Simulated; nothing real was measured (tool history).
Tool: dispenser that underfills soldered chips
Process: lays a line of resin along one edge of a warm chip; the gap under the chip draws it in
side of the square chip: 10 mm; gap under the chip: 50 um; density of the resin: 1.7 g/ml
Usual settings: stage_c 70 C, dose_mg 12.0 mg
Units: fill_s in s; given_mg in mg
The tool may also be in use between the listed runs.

run,hour,stage_c,dose_mg,fill_s,given_mg
1,0.0,70,12.0,124.2,10.84
# hour 4.2: dispensing valve cleaned and set on the balance
2,6.4,70,12.0,163.2,12.04
# hour 9.2: new syringe of resin
3,14.3,70,12.0,122.7,11.98
# hour 21.8: new syringe of resin
4,21.9,70,12.0,90.7,11.77
5,25.4,70,11.2,111.7,11.01
6,33.6,70,11.2,179.5,11.08
# hour 34.6: new syringe of resin
7,40.2,70,11.2,127.2,11.02
8,44.9,60,11.2,250.0,11.07
# hour 47.4: new syringe of resin
9,49.5,70,12.0,101.2,11.67
10,58.0,70,12.0,163.8,11.67
# hour 60.5: new syringe of resin
11,62.0,70,12.0,99.6,11.73
12,68.7,70,12.0,142.3,11.66
# hour 73.5: new syringe of resin
13,77.0,70,12.5,108.5,12.09
14,85.3,70,12.5,169.5,12.03
# hour 86.7: new syringe of resin
15,93.1,70,12.5,127.7,12.06
16,97.5,70,12.5,160.5,11.94
# hour 99.3: new syringe of resin
17,101.3,70,15.4,95.5,14.55
18,108.7,69,12.0,159.0,11.29
# hour 112.2: new syringe of resin
19,114.8,57,11.4,181.6,10.68
20,119.7,70,13.1,139.4,12.34
# hour 125.3: new syringe of resin
21,125.3,70,13.1,88.9,12.35
22,129.2,83,11.6,69.4,10.85

The next listed run, before its measurement:
23,137.1,56,13.4,?,?

fill_s: 299.0 s
given_mg: 12.63 mg
Without the tool's hidden state the same run would have given fill_s 160.4 s, given_mg 13.53 mg.
